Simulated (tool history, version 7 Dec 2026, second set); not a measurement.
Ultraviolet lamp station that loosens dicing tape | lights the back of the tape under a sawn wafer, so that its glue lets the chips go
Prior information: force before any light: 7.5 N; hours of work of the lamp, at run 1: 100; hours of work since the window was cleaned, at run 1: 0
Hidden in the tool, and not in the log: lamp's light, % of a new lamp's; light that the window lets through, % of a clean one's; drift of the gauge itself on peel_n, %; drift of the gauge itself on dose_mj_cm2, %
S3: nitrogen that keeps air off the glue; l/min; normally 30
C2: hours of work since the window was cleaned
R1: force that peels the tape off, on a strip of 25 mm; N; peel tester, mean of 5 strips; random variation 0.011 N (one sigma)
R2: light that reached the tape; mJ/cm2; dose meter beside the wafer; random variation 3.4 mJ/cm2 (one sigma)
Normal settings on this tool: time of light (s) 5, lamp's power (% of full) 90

run 1 hour=0.0 | time_of_light_(s)=5 lamp's_power_(%_of_full)=90 S3=30 | hours_of_work_of_the_lamp=100 C2=0 | R1=0.501 R2=531
run 2 hour=15.5 | time_of_light_(s)=5 lamp's_power_(%_of_full)=90 S3=30 | hours_of_work_of_the_lamp=109 C2=9 | R1=0.508 R2=533
run 3 hour=32.4 | time_of_light_(s)=5 lamp's_power_(%_of_full)=90 S3=30 | hours_of_work_of_the_lamp=119 C2=19 | R1=0.524 R2=525
run 4 hour=45.5 | time_of_light_(s)=5 lamp's_power_(%_of_full)=90 S3=30 | hours_of_work_of_the_lamp=127 C2=26 | R1=0.515 R2=527
run 5 hour=57.9 | time_of_light_(s)=5 lamp's_power_(%_of_full)=90 S3=30 | hours_of_work_of_the_lamp=134 C2=33 | R1=0.519 R2=526
run 6 hour=67.3 | time_of_light_(s)=5 lamp's_power_(%_of_full)=90 S3=42 | hours_of_work_of_the_lamp=139 C2=39 | R1=0.455 R2=524
run 7 hour=83.6 | time_of_light_(s)=5 lamp's_power_(%_of_full)=90 S3=42 | hours_of_work_of_the_lamp=148 C2=48 | R1=0.457 R2=514
run 8 hour=92.0 | time_of_light_(s)=5 lamp's_power_(%_of_full)=90 S3=30 | hours_of_work_of_the_lamp=153 C2=53 | R1=0.524 R2=524
run 9 hour=100.9 | time_of_light_(s)=5 lamp's_power_(%_of_full)=90 S3=30 | hours_of_work_of_the_lamp=158 C2=58 | R1=0.529 R2=515
run 10 hour=109.7 | time_of_light_(s)=5 lamp's_power_(%_of_full)=98 S3=30 | hours_of_work_of_the_lamp=163 C2=63 | R1=0.452 R2=563
run 11 hour=124.8 | time_of_light_(s)=5 lamp's_power_(%_of_full)=92 S3=30 | hours_of_work_of_the_lamp=172 C2=72 | R1=0.531 R2=533
run 12 hour=134.6 | time_of_light_(s)=5 lamp's_power_(%_of_full)=92 S3=30 | hours_of_work_of_the_lamp=178 C2=77 | R1=0.530 R2=529
run 13 hour=151.0 | time_of_light_(s)=4 lamp's_power_(%_of_full)=90 S3=30 | hours_of_work_of_the_lamp=187 C2=87 | R1=0.817 R2=405
run 14 hour=164.1 | time_of_light_(s)=5 lamp's_power_(%_of_full)=90 S3=30 | hours_of_work_of_the_lamp=195 C2=94 | R1=0.550 R2=517
run 15 hour=177.0 | time_of_light_(s)=5 lamp's_power_(%_of_full)=90 S3=30 | hours_of_work_of_the_lamp=202 C2=102 | R1=0.556 R2=510
run 16 hour=191.1 | time_of_light_(s)=5 lamp's_power_(%_of_full)=90 S3=30 | hours_of_work_of_the_lamp=210 C2=110 | R1=0.559 R2=506
run 17 hour=201.7 | time_of_light_(s)=5 lamp's_power_(%_of_full)=90 S3=30 | hours_of_work_of_the_lamp=216 C2=116 | R1=0.560 R2=500
run 18 hour=221.2 | time_of_light_(s)=6 lamp's_power_(%_of_full)=90 S3=30 | hours_of_work_of_the_lamp=228 C2=127 | R1=0.407 R2=602
run 19 hour=233.5 | time_of_light_(s)=6 lamp's_power_(%_of_full)=90 S3=30 | hours_of_work_of_the_lamp=235 C2=134 | R1=0.399 R2=597
run 20 hour=243.9 | time_of_light_(s)=6 lamp's_power_(%_of_full)=90 S3=49 | hours_of_work_of_the_lamp=241 C2=140 | R1=0.335 R2=601
run 21 hour=261.7 | time_of_light_(s)=3 lamp's_power_(%_of_full)=90 S3=30 | hours_of_work_of_the_lamp=251 C2=150 | R1=1.437 R2=298
run 22 hour=271.0 | time_of_light_(s)=3 lamp's_power_(%_of_full)=90 S3=30 | hours_of_work_of_the_lamp=256 C2=156 | R1=1.394 R2=300
run 23 hour=290.5 | time_of_light_(s)=3 lamp's_power_(%_of_full)=90 S3=30 | hours_of_work_of_the_lamp=267 C2=167 | R1=1.453 R2=295
run 24 hour=303.3 | time_of_light_(s)=3 lamp's_power_(%_of_full)=90 S3=30 | hours_of_work_of_the_lamp=275 C2=174 | R1=1.481 R2=291
run 25 hour=319.9 | time_of_light_(s)=3 lamp's_power_(%_of_full)=90 S3=30 | hours_of_work_of_the_lamp=284 C2=184 | R1=1.455 R2=294
run 26 hour=329.9 | time_of_light_(s)=5 lamp's_power_(%_of_full)=90 S3=23 | hours_of_work_of_the_lamp=290 C2=190 | R1=0.696 R2=485
run 27 hour=344.9 | time_of_light_(s)=4 lamp's_power_(%_of_full)=74 S3=42 | hours_of_work_of_the_lamp=299 C2=198 | R1=1.110 R2=320
run 28 hour=357.7 | time_of_light_(s)=4 lamp's_power_(%_of_full)=74 S3=42 | hours_of_work_of_the_lamp=306 C2=206 | R1=1.111 R2=321
run 29 hour=374.5 | time_of_light_(s)=4 lamp's_power_(%_of_full)=73 S3=30 | hours_of_work_of_the_lamp=316 C2=215 | R1=1.305 R2=311
run 30 hour=386.3 | time_of_light_(s)=4 lamp's_power_(%_of_full)=74 S3=20 | hours_of_work_of_the_lamp=322 C2=222 | R1=1.551 R2=315
run 31 hour=405.4 | time_of_light_(s)=4 lamp's_power_(%_of_full)=74 S3=21 | hours_of_work_of_the_lamp=333 C2=233 | R1=1.555 R2=314
run 32 hour=418.3 | time_of_light_(s)=2 lamp's_power_(%_of_full)=90 S3=34 | hours_of_work_of_the_lamp=341 C2=240 | R1=2.414 R2=185
run 33 hour=438.0 | time_of_light_(s)=2 lamp's_power_(%_of_full)=90 S3=34 | hours_of_work_of_the_lamp=352 C2=252 | R1=2.544 R2=188
run 34 hour=451.6 | time_of_light_(s)=2 lamp's_power_(%_of_full)=70 S3=34 | hours_of_work_of_the_lamp=360 C2=260 | R1=3.168 R2=146
run 35 hour=470.1 | time_of_light_(s)=2 lamp's_power_(%_of_full)=65 S3=30 | hours_of_work_of_the_lamp=371 C2=270 | R1=3.547 R2=135
run 36 hour=481.9 | time_of_light_(s)=2 lamp's_power_(%_of_full)=65 S3=50 | hours_of_work_of_the_lamp=377 C2=277 | R1=3.195 R2=132
run 37 hour=496.1 | time_of_light_(s)=7 lamp's_power_(%_of_full)=65 S3=42 | hours_of_work_of_the_lamp=386 C2=285 | R1=0.566 R2=468
run 38 hour=512.8 | time_of_light_(s)=6 lamp's_power_(%_of_full)=96 S3=42 | hours_of_work_of_the_lamp=395 C2=295 | R1=0.374 R2=585
run 39 hour=523.0 | time_of_light_(s)=6 lamp's_power_(%_of_full)=96 S3=42 | hours_of_work_of_the_lamp=401 C2=301 | R1=0.365 R2=585
run 40 hour=531.8 | time_of_light_(s)=6 lamp's_power_(%_of_full)=96 S3=42 | hours_of_work_of_the_lamp=406 C2=306 | R1=0.343 R2=577
run 41 hour=542.2 | time_of_light_(s)=6 lamp's_power_(%_of_full)=90 S3=30 | hours_of_work_of_the_lamp=412 C2=312 | R1=0.467 R2=551
run 42 hour=562.2 | time_of_light_(s)=6 lamp's_power_(%_of_full)=84 S3=30 | hours_of_work_of_the_lamp=424 C2=323 | R1=0.549 R2=509
run 43 hour=577.4 | time_of_light_(s)=4 lamp's_power_(%_of_full)=67 S3=30 | hours_of_work_of_the_lamp=432 C2=332 | R1=1.665 R2=269

Consider 3 possible next runs. They are alternatives, not a sequence: every one starts from the tool as it was left by run 43. What does each give?
run A hour=593.8 | time_of_light_(s)=3 lamp's_power_(%_of_full)=87 S3=44 | hours_of_work_of_the_lamp=442 C2=341 | R1=? R2=?
run B hour=593.8 | time_of_light_(s)=5 lamp's_power_(%_of_full)=74 S3=30 | hours_of_work_of_the_lamp=442 C2=341 | R1=? R2=?
run C hour=593.8 | time_of_light_(s)=4 lamp's_power_(%_of_full)=90 S3=30 | hours_of_work_of_the_lamp=442 C2=341 | R1=? R2=?

run=A R1=1.538 R2=262
run=B R1=0.996 R2=371
run=C R1=1.071 R2=360
What these runs would have given with no unlogged condition in the tool:
run=A R1=1.097 R2=323
run=B R1=0.676 R2=458
run=C R1=0.730 R2=444

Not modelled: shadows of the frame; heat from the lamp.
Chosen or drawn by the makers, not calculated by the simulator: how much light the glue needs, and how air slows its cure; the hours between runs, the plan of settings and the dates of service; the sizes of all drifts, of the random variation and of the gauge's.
